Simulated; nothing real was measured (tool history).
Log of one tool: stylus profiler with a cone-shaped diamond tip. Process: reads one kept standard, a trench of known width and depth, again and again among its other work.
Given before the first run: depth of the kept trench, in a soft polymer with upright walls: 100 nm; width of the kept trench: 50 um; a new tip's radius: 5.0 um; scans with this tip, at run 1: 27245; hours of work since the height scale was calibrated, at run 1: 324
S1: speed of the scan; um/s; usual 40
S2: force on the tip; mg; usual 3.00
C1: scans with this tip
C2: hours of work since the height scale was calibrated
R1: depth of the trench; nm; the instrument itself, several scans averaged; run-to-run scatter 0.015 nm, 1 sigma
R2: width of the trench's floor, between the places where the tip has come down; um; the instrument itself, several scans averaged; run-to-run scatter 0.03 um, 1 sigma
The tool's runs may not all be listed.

run 1 day=0.000 | S1=40 S2=3.00 | C1=27245 C2=324 | R1=101.04 R2=47.78
run 2 day=3.288 | S1=40 S2=3.00 | C1=27892 C2=368 | R1=101.04 R2=47.78
run 3 day=7.021 | S1=40 S2=3.00 | C1=28626 C2=419 | R1=101.02 R2=47.79
run 4 day=12.362 | S1=40 S2=3.00 | C1=29677 C2=490 | R1=101.05 R2=47.77
run 5 day=17.742 | S1=40 S2=3.00 | C1=30736 C2=563 | R1=101.03 R2=47.82
run 6 day=21.958 | S1=79 S2=3.00 | C1=31567 C2=619 | R1=101.02 R2=47.64
run 7 day=26.517 | S1=79 S2=3.00 | C1=32464 C2=681 | R1=101.04 R2=47.57
-- day=27.871 new tip fitted, height scale calibrated
run 8 day=31.517 | S1=79 S2=3.00 | C1=718 C2=49 | R1=101.04 R2=47.63
run 9 day=36.754 | S1=79 S2=3.00 | C1=1749 C2=119 | R1=101.04 R2=47.62
run 10 day=41.067 | S1=11 S2=3.00 | C1=2597 C2=177 | R1=101.01 R2=47.95
run 11 day=44.488 | S1=40 S2=1.16 | C1=3270 C2=223 | R1=100.54 R2=47.70
run 12 day=48.767 | S1=40 S2=1.14 | C1=4113 C2=281 | R1=100.58 R2=47.69
run 13 day=53.492 | S1=40 S2=1.14 | C1=5043 C2=344 | R1=100.52 R2=47.71
run 14 day=55.888 | S1=40 S2=1.14 | C1=5515 C2=376 | R1=100.54 R2=47.63
run 15 day=58.508 | S1=40 S2=3.09 | C1=6030 C2=412 | R1=101.04 R2=47.82
run 16 day=61.433 | S1=40 S2=3.00 | C1=6606 C2=451 | R1=101.03 R2=47.83

The next listed run, before its measurement:
run 17 day=64.408 | S1=40 S2=3.00 | C1=7192 C2=491 | R1=? R2=?

{"run 17": {"R1": 101.02, "R2": 47.81}}
With no hidden state in the tool, this same run would have given R1 101.02 nm, R2 47.82 um.
